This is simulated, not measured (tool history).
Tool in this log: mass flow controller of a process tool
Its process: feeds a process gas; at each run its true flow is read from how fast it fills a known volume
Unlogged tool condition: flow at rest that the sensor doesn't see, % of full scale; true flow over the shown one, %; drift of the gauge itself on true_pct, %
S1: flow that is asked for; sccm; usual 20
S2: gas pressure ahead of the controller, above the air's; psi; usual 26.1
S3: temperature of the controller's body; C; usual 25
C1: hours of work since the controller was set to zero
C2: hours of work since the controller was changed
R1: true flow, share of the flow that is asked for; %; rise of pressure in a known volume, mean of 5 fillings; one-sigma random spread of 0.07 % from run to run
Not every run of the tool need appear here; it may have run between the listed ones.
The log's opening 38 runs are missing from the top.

run,day,S1,S2,S3,C1,C2,R1
39,127.875,15,36.8,31,4081,4081,97.73
40,130.312,29,25.5,31,4113,4113,97.39
41,132.742,29,25.5,31,4145,4145,97.25
42,135.829,10,33.2,39,4185,4185,98.58
43,140.400,7,31.6,25,4245,4245,98.46
44,143.271,41,26.1,26,4283,4283,97.20
45,146.488,20,33.5,23,4325,4325,96.79
46,150.167,20,21.9,25,4373,4373,96.45
47,153.862,20,21.9,25,4421,4421,96.35
48,156.812,7,31.2,24,4460,4460,98.27

Each row is a separate what-if for the run after 48, all from the same tool condition, not one after another. Results?
A,160.154,7,31.2,35,4504,4504,?
B,160.154,20,40.0,33,4504,4504,?
C,160.154,7,30.9,24,4504,4504,?

run,R1
A,99.03
B,97.62
C,98.38
Stripped of hidden state, with their random variation kept, the same runs would have yielded:
run,R1
A,98.29
B,99.29
C,97.64
